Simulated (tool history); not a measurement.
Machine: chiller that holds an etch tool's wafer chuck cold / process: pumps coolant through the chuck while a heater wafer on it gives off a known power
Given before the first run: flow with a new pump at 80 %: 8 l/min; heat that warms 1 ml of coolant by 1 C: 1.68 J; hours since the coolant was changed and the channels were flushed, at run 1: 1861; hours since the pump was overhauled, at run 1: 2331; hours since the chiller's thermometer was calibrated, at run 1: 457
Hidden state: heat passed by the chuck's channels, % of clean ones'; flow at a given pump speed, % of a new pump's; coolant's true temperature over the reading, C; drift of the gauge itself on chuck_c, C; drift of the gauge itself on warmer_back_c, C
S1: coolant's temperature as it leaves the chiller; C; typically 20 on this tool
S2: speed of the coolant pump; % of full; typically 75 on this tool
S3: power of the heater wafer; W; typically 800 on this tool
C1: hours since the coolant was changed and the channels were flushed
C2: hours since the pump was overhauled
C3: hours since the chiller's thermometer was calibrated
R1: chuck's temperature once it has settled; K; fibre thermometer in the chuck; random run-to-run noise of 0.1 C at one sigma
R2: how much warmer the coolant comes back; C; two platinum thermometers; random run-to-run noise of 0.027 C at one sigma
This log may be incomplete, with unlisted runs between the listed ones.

Run 1, day 0.000: usual settings; C1 1861; C2 2331; C3 457. Result: R1 304.15 K, R2 3.85 C.
Run 2, day 1.662: usual settings; C1 1901; C2 2371; C3 497. Result: R1 303.95 K, R2 3.88 C.
Run 3, day 4.904: usual settings but S2 72 % of full; C1 1979; C2 2449; C3 574. Result: R1 304.55 K, R2 3.97 C.
Run 4, day 6.438: usual settings but S2 72 % of full; C1 2015; C2 2486; C3 611. Result: R1 304.35 K, R2 3.99 C.
Run 5, day 8.008: usual settings but S1 11 C; C1 2053; C2 2524; C3 649. Result: R1 294.95 K, R2 3.82 C.
Run 6, day 11.279: usual settings but S1 11 C; C1 2132; C2 2602; C3 727. Result: R1 295.05 K, R2 3.86 C.
Run 7, day 13.562: usual settings but S2 88 % of full; C1 2186; C2 2657; C3 782. Result: R1 302.85 K, R2 3.29 C.
Run 8, day 16.008: usual settings but S2 94 % of full, S3 742 W; C1 2245; C2 2716; C3 841. Result: R1 301.65 K, R2 2.86 C.
At day 16.538: coolant pump overhauled.
Run 9, day 19.254: usual settings but S1 30 C; C1 2318; C2 65; C3 914. Result: R1 314.15 K, R2 3.88 C.
Run 10, day 21.179: usual settings but S1 30 C, S3 531 W; C1 2364; C2 111; C3 960. Result: R1 310.55 K, R2 2.58 C.
Run 11, day 24.417: usual settings but S1 24 C, S2 76 % of full, S3 531 W; C1 2442; C2 189; C3 1038. Result: R1 304.25 K, R2 2.59 C.
Run 12, day 26.975: usual settings but S2 90 % of full, S3 413 W; C1 2503; C2 251; C3 1099. Result: R1 297.95 K, R2 1.73 C.

For run 13, what comes out?
Run 13, day 29.250: usual settings but S1 14 C, S3 813 W; C1 2558; C2 305; C3 1154. Result: R1 ?, R2 ?.

{"run 13": {"R1": 298.45, "R2": 3.97}}
With no hidden state in the tool, this same run would have given R1 297.85 K, R2 3.87 C.

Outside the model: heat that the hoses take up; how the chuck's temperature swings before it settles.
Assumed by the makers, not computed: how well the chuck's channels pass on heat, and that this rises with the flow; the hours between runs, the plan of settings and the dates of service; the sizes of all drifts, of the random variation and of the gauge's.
